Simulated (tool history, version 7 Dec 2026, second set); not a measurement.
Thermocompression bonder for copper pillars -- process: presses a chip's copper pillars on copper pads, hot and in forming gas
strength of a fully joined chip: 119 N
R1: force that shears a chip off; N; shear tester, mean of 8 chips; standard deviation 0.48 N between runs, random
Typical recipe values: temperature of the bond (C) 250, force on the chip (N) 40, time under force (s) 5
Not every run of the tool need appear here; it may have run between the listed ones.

{"run": 1, "hour": 0.0, "temperature of the bond (C)": 250, "force on the chip (N)": 40, "time under force (s)": 5, "R1": 46.4}
{"run": 2, "hour": 6.0, "temperature of the bond (C)": 250, "force on the chip (N)": 40, "time under force (s)": 5, "R1": 46}
{"run": 3, "hour": 16.3, "temperature of the bond (C)": 250, "force on the chip (N)": 40, "time under force (s)": 5, "R1": 47.1}
{"run": 4, "hour": 26.6, "temperature of the bond (C)": 267, "force on the chip (N)": 40, "time under force (s)": 5, "R1": 59.8}
{"run": 5, "hour": 32.9, "temperature of the bond (C)": 250, "force on the chip (N)": 40, "time under force (s)": 5, "R1": 45.7}
{"run": 6, "hour": 39.3, "temperature of the bond (C)": 250, "force on the chip (N)": 40, "time under force (s)": 5, "R1": 45.8}
{"run": 7, "hour": 47.6, "temperature of the bond (C)": 250, "force on the chip (N)": 40, "time under force (s)": 5, "R1": 45.2}
{"run": 8, "hour": 56.6, "temperature of the bond (C)": 250, "force on the chip (N)": 40, "time under force (s)": 5, "R1": 45.5}
{"run": 9, "hour": 67.1, "temperature of the bond (C)": 250, "force on the chip (N)": 40, "time under force (s)": 5, "R1": 45.7}
{"run": 10, "hour": 76.2, "temperature of the bond (C)": 250, "force on the chip (N)": 40, "time under force (s)": 5, "R1": 45.3}
{"run": 11, "hour": 87.7, "temperature of the bond (C)": 250, "force on the chip (N)": 40, "time under force (s)": 5, "R1": 45.8}
{"run": 12, "hour": 99.5, "temperature of the bond (C)": 250, "force on the chip (N)": 40, "time under force (s)": 5, "R1": 45.3}
{"run": 13, "hour": 105.8, "temperature of the bond (C)": 246, "force on the chip (N)": 40, "time under force (s)": 5, "R1": 42.2}
{"run": 14, "hour": 119.8, "temperature of the bond (C)": 246, "force on the chip (N)": 53, "time under force (s)": 5, "R1": 51.4}
{"run": 15, "hour": 132.4, "temperature of the bond (C)": 246, "force on the chip (N)": 53, "time under force (s)": 5, "R1": 51}
{"run": 16, "hour": 140.4, "temperature of the bond (C)": 246, "force on the chip (N)": 53, "time under force (s)": 5, "R1": 50.4}
{"run": 17, "hour": 153.3, "temperature of the bond (C)": 267, "force on the chip (N)": 54, "time under force (s)": 4, "R1": 63.5}
{"run": 18, "hour": 166.3, "temperature of the bond (C)": 267, "force on the chip (N)": 47, "time under force (s)": 4, "R1": 58.4}
{"run": 19, "hour": 180.0, "temperature of the bond (C)": 267, "force on the chip (N)": 47, "time under force (s)": 4, "R1": 58.7}
{"run": 20, "hour": 187.3, "temperature of the bond (C)": 267, "force on the chip (N)": 58, "time under force (s)": 4, "R1": 66.8}
{"hour": 188.6, "done": "forming gas filter changed"}
{"run": 21, "hour": 201.0, "temperature of the bond (C)": 229, "force on the chip (N)": 31, "time under force (s)": 7, "R1": 30.9}
{"run": 22, "hour": 212.4, "temperature of the bond (C)": 229, "force on the chip (N)": 31, "time under force (s)": 7, "R1": 31.6}
{"run": 23, "hour": 226.5, "temperature of the bond (C)": 234, "force on the chip (N)": 27, "time under force (s)": 3, "R1": 21.4}
{"run": 24, "hour": 234.7, "temperature of the bond (C)": 258, "force on the chip (N)": 40, "time under force (s)": 9, "R1": 67.8}
{"run": 25, "hour": 247.6, "temperature of the bond (C)": 258, "force on the chip (N)": 40, "time under force (s)": 9, "R1": 67.1}
{"run": 26, "hour": 259.9, "temperature of the bond (C)": 258, "force on the chip (N)": 40, "time under force (s)": 9, "R1": 65.3}
{"run": 27, "hour": 268.7, "temperature of the bond (C)": 223, "force on the chip (N)": 26, "time under force (s)": 5, "R1": 21}
{"run": 28, "hour": 275.7, "temperature of the bond (C)": 262, "force on the chip (N)": 44, "time under force (s)": 11, "R1": 78.2}

What will run 29 give?
{"run": 29, "hour": 285.7, "temperature of the bond (C)": 262, "force on the chip (N)": 52, "time under force (s)": 6, "R1": "?"}

{"run 29": {"R1": 71.3}}
Take away the tool's hidden state, keep the run-to-run variation as it was, and the same run would have given R1 76.7 N.
